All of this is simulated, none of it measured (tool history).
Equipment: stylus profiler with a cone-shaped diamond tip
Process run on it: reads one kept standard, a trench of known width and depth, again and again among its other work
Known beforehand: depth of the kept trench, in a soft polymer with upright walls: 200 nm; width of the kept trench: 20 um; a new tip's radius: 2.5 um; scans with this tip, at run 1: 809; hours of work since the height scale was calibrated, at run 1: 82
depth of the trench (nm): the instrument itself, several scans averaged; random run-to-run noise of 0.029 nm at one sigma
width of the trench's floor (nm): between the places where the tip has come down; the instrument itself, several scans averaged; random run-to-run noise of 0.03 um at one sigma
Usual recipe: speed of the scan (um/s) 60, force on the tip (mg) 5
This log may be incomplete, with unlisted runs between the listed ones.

run,hour,speed of the scan (um/s),force on the tip (mg),scans with this tip,hours of work since the height scale was calibrated,depth of the trench (nm),width of the trench's floor (nm)
1,0,60,5,809,82,205.35,17830
2,17,60,8.33,914,93,207.56,17910
3,41.9,60,4.55,1068,109,205.01,17800
4,62.7,60,4.55,1196,122,205.03,17750
5,81.6,60,4.55,1313,134,205.05,17830
6,95.5,60,4.55,1399,142,205.04,17780
7,115.4,60,6.74,1522,155,206.5,17820
8,144,60,6.74,1698,173,206.51,17830
9,157.8,60,6.74,1783,181,206.51,17820
10,188.3,60,4.29,1972,201,204.8,17790
11,218.3,60,11.18,2157,219,209.18,17850
12,244.4,60,11.18,2318,236,209.19,17890
13,262.5,60,3.68,2430,247,204.33,17800
14,291.3,18,5,2608,265,205.26,17960
15,320.3,18,5,2786,283,205.28,17910
16,346.3,18,5,2947,300,205.27,17950
17,367.1,18,5,3076,313,205.23,17900
18,387,60,5,3199,325,205.19,17770
19,403.4,60,5,3300,336,205.23,17790
# hour 406.4: height scale calibrated on a step standard
20,427.4,60,5,3445,13,205.22,17770
21,445.6,60,5,3557,25,205.19,17740
22,464.1,31,6.19,3671,36,206.01,17880
23,487.9,81,11.31,3819,51,209.13,17790
24,504.6,81,11.31,3921,62,209.16,17760
25,516.9,81,11.31,3997,69,209.16,17770
# hour 542: height scale calibrated on a step standard, once more
26,545.3,81,11.31,4170,2,209.42,17750
27,561.2,81,4.24,4268,12,204.86,17670
28,588,81,4.24,4434,29,204.89,17620
29,605.2,15,5.61,4540,40,205.92,17890
30,620.1,176,5,4632,49,205.44,17370
31,640.2,176,5,4756,62,205.41,17340
32,667.2,17,7.85,4923,79,207.3,17880
33,688.5,22,8.73,5054,92,207.92,17910
34,709.6,35,13.83,5184,105,210.67,17850
35,730.3,94,13.83,5312,118,210.71,17710
36,759.5,94,13.83,5492,137,210.7,17720
37,780.8,20,2.33,5624,150,203.25,17850

Run 38 has not been measured yet. What should we expect?
38,800.9,20,3.97,5748,163,?,?

Run 38 came out at depth of the trench (nm) 204.64, width of the trench's floor (nm) 17860.
Minus the tool's unlogged condition, the same run would have read depth of the trench (nm) 204.65, width of the trench's floor (nm) 17980.

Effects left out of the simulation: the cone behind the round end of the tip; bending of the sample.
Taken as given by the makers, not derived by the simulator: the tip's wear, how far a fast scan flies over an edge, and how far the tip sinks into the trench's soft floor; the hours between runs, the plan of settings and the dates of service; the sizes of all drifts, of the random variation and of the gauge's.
